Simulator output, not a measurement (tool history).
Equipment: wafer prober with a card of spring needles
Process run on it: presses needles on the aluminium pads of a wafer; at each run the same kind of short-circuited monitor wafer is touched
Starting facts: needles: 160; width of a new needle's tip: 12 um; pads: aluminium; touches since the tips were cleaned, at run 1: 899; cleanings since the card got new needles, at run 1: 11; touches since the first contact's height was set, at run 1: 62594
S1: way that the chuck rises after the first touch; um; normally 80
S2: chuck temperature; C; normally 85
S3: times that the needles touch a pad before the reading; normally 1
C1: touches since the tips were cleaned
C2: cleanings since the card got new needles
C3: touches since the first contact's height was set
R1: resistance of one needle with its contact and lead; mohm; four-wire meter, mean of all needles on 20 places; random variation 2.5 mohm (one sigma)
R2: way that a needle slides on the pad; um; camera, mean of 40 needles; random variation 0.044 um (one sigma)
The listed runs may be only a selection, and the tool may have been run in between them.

run	day	S1	S2	S3	C1	C2	C3	R1	R2
1	0.000	80	85	1	899	11	62594	290	13.08
# day 0.317: tips cleaned on abrasive film
2	0.375	80	85	1	844	12	68004	293	13.19
# day 0.712: tips cleaned on abrasive film
3	0.788	80	85	1	1101	13	73941	292	13.19
4	1.050	80	85	1	4916	13	77756	287	13.14
# day 1.092: tips cleaned on abrasive film
5	1.421	80	85	1	4823	14	83145	293	13.08
# day 1.471: tips cleaned on abrasive film
6	1.800	80	85	1	4776	15	88599	293	13.14
# day 1.833: tips cleaned on abrasive film
# day 2.188: tips cleaned on abrasive film
7	2.379	80	85	1	2774	17	96902	292	13.18
# day 2.546: tips cleaned on abrasive film
8	2.858	80	85	1	4600	18	103870	291	13.12
# day 2.896: tips cleaned on abrasive film
# day 3.267: tips cleaned on abrasive film
9	3.392	80	85	2	1827	20	111496	289	13.05
# day 3.633: tips cleaned on abrasive film
10	3.671	80	85	2	521	21	115487	291	13.04
# day 4.025: tips cleaned on abrasive film
11	4.050	80	96	1	374	22	121007	292	13.01
# day 4.142: height of the first contact set anew
# day 4.396: tips cleaned on abrasive film
12	4.442	80	85	1	640	23	4305	287	13.06
# day 4.750: tips cleaned on abrasive film
13	4.754	80	85	1	69	24	8854	293	13.03
# day 5.125: tips cleaned on abrasive film
14	5.238	78	85	1	1598	25	15789	294	12.65
# day 5.500: tips cleaned on abrasive film
15	5.596	78	29	1	1354	26	20962	276	12.69
# day 5.858: tips cleaned on abrasive film
16	6.154	78	29	1	4298	27	29038	274	12.75
# day 6.250: tips cleaned on abrasive film
17	6.567	98	82	3	4576	28	34991	286	15.91
# day 6.629: tips cleaned on abrasive film
18	6.875	98	82	3	3544	29	39428	288	15.76
# day 7.008: tips cleaned on abrasive film
19	7.150	98	82	3	2061	30	43374	290	15.92
# day 7.388: tips cleaned on abrasive film
20	7.558	62	113	2	2526	31	49302	300	10.07
# day 7.758: tips cleaned on abrasive film
# day 8.112: tips cleaned on abrasive film
21	8.142	62	113	2	441	33	57672	300	10.10
# day 8.479: tips cleaned on abrasive film
22	8.662	62	113	1	2666	34	65181	303	10.00
# day 8.833: tips cleaned on abrasive film
23	9.154	62	113	1	4624	35	72289	303	10.08
# day 9.208: tips cleaned on abrasive film
# day 9.588: tips cleaned on abrasive film
24	9.646	80	85	2	825	37	79354	288	12.89
# day 9.962: tips cleaned on abrasive film
25	10.017	80	72	2	819	38	84733	289	12.88
26	10.250	81	31	3	4178	38	88092	274	13.02

5 options for the next run, each taken on its own from the tool as it stands now. Forecast them:
# day 10.329: tips cleaned on abrasive film
# day 10.696: tips cleaned on abrasive film
A	10.767	70	47	2	1075	40	95541	?	?
# day 10.329: tips cleaned on abrasive film
# day 10.696: tips cleaned on abrasive film
B	10.767	80	87	1	1075	40	95541	?	?
# day 10.329: tips cleaned on abrasive film
# day 10.696: tips cleaned on abrasive film
C	10.767	80	85	2	1075	40	95541	?	?
# day 10.329: tips cleaned on abrasive film
# day 10.696: tips cleaned on abrasive film
D	10.767	81	27	3	1075	40	95541	?	?
# day 10.329: tips cleaned on abrasive film
# day 10.696: tips cleaned on abrasive film
E	10.767	80	35	2	1075	40	95541	?	?

run	R1	R2
A	281	11.27
B	288	12.83
C	288	12.86
D	272	13.04
E	277	12.89
Stripped of hidden state, with their random variation kept, the same runs would have yielded:
run	R1	R2
A	281	11.51
B	288	13.10
C	288	13.13
D	272	13.31
E	276	13.17
